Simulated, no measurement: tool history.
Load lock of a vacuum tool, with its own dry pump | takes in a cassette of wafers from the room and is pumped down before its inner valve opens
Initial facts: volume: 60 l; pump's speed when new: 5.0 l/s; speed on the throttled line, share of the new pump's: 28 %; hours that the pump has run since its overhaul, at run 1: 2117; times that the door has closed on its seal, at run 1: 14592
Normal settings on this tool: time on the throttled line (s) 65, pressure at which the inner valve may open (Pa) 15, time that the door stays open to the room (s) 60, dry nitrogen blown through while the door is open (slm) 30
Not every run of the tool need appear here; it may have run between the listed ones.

run    hour  time on the throttled line (s)  pressure at which the inner valve may open (Pa)  time that the door stays open to the room (s)  dry nitrogen blown through while the door is open (slm)  hours that the pump has run since its overhaul  times that the door has closed on its seal  incoming humidity of the room's air, %  time from the closed door until the inner valve may open (s)  rise of the pressure with all valves shut (Pa/min)
  1     0.0                              65                                               15                                             60                                                       30                                            2117                                       14592                                    47.4                                                         154.9                                               0.093
  2    83.0                              65                                               15                                             60                                                       30                                            2200                                       14801                                    45.4                                                         155.7                                               0.086
  3   152.5                              65                                               15                                             60                                                       30                                            2270                                       14976                                    44.6                                                         154.4                                               0.093
  4   248.2                              65                                               15                                             60                                                       30                                            2365                                       15216                                    44.4                                                         154.6                                               0.103
  5   330.0                              65                                               15                                             60                                                       30                                            2447                                       15422                                    42.2                                                         154.3                                               0.096
  6   432.2                              86                                               15                                             60                                                       30                                            2549                                       15679                                    43.6                                                         170.1                                               0.095
  7   529.9                              86                                               15                                             60                                                       30                                            2647                                       15924                                    45.2                                                         168.5                                               0.101
  8   591.7                              86                                               15                                             60                                                       30                                            2709                                       16080                                    43.1                                                         169.3                                               0.099
  9   691.2                              86                                               15                                             60                                                       30                                            2808                                       16330                                    46.4                                                         169.9                                               0.106
 10   758.1                             118                                               15                                             60                                                       30                                            2875                                       16498                                    42.9                                                         193.8                                               0.101
 11   826.2                             118                                               15                                             60                                                       30                                            2943                                       16669                                    48.7                                                         190.8                                               0.106
 12   875.1                              65                                               24                                             60                                                       30                                            2992                                       16793                                    44.5                                                         148.9                                               0.107
 13   917.1                              65                                               24                                             60                                                       30                                            3034                                       16898                                    44.3                                                         149.7                                               0.113
 14   979.5                              65                                               15                                             60                                                       30                                            3097                                       17055                                    45.6                                                         155.1                                               0.111
 15  1029.7                              65                                               15                                             60                                                       30                                            3147                                       17181                                    42.9                                                         155.4                                               0.106
 16  1079.5                              65                                               23                                             60                                                       30                                            3197                                       17306                                    42.4                                                         148.5                                               0.106
 17  1141.4                              78                                               15                                             60                                                       30                                            3258                                       17462                                    46.9                                                         165.3                                               0.112
 18  1228.0                              47                                               15                                             60                                                       30                                            3345                                       17680                                    46.1                                                         142.1                                               0.111
 19  1317.6                              65                                               15                                             60                                                       30                                            3435                                       17905                                    44.4                                                         155.1                                               0.109
 20  1376.8                              65                                               15                                             60                                                       30                                            3494                                       18054                                    41.4                                                         157.4                                               0.114
 21  1454.8                              81                                               28                                            183                                                       13                                            3572                                       18250                                    44.6                                                         161.2                                               0.130
 22  1557.4                              60                                               28                                            183                                                       14                                            3674                                       18508                                    47.9                                                         144.6                                               0.133
 23  1629.0                             124                                               28                                             83                                                       14                                            3746                                       18688                                    45.0                                                         188.7                                               0.132
 24  1701.2                             124                                               28                                             83                                                       14                                            3818                                       18870                                    41.7                                                         189.7                                               0.127
 25  1766.9                             124                                               28                                             83                                                       14                                            3884                                       19035                                    46.8                                                         189.9                                               0.129
 26  1853.8                              41                                               17                                            153                                                       10                                            3971                                       19253                                    44.3                                                         136.9                                               0.144
 27  1921.8                              43                                               24                                            153                                                       10                                            4039                                       19424                                    44.9                                                         134.2                                               0.140
 28  2016.0                              43                                               24                                            153                                                        6                                            4133                                       19661                                    42.5                                                         134.6                                               0.143
 29  2114.0                              65                                               11                                             60                                                       24                                            4231                                       19908                                    46.5                                                         160.4                                               0.132
 30  2191.4                              37                                               24                                            115                                                       22                                            4308                                       20102                                    44.2                                                         127.8                                               0.140
 31  2285.1                             115                                               15                                            164                                                       30                                            4402                                       20338                                    46.6                                                         191.1                                               0.141
 32  2346.0                             115                                               15                                            164                                                       30                                            4463                                       20491                                    45.1                                                         191.1                                               0.139
 33  2405.5                              65                                               25                                             60                                                       30                                            4523                                       20640                                    44.6                                                         149.7                                               0.133
 34  2450.5                              65                                               23                                             60                                                       30                                            4568                                       20754                                    45.4                                                         150.1                                               0.136
 35  2538.4                             126                                               13                                             60                                                       30                                            4655                                       20975                                    45.8                                                         202.6                                               0.144
 36  2605.4                              37                                               20                                            186                                                        4                                            4722                                       21143                                    46.3                                                         134.5                                               0.172
 37  2665.3                              37                                               20                                            186                                                        4                                            4782                                       21294                                    49.9                                                         133.9                                               0.171

Some steps in time from the closed door until the inner valve may open (s), run to run, broken into two amounts with sign: the step expected even without the hidden condition (settings, incoming material, random variation), and the rest, left for the hidden condition together with whatever gauge scatter is not in both the measured and the hidden-condition-free result:
Hidden conditions of the tool in this case: pump's speed, % of a new pump's; leak at the door's seal, Pa l/s; drift of the gauge itself on ready_s, %; drift of the gauge itself on rise_pa_min, %.
Run 22 -> 23: time on the throttled line (s) 60 -> 124, time that the door stays open to the room (s) 183 -> 83. time from the closed door until the inner valve may open (s) +44.1: hidden state -0.9, all else +45.0.
Run 25 -> 26: time on the throttled line (s) 124 -> 41, pressure at which the inner valve may open (Pa) 28 -> 17, time that the door stays open to the room (s) 83 -> 153, dry nitrogen blown through while the door is open (slm) 14 -> 10. time from the closed door until the inner valve may open (s) -53.0: hidden state +1.2, all else -54.2.
Run 30 -> 31: time on the throttled line (s) 37 -> 115, pressure at which the inner valve may open (Pa) 24 -> 15, time that the door stays open to the room (s) 115 -> 164, dry nitrogen blown through while the door is open (slm) 22 -> 30. time from the closed door until the inner valve may open (s) +63.3: hidden state -0.6, all else +63.9.
Run 35 -> 36: time on the throttled line (s) 126 -> 37, pressure at which the inner valve may open (Pa) 13 -> 20, time that the door stays open to the room (s) 60 -> 186, dry nitrogen blown through while the door is open (slm) 30 -> 4. time from the closed door until the inner valve may open (s) -68.1: hidden state +1.0, all else -69.1.
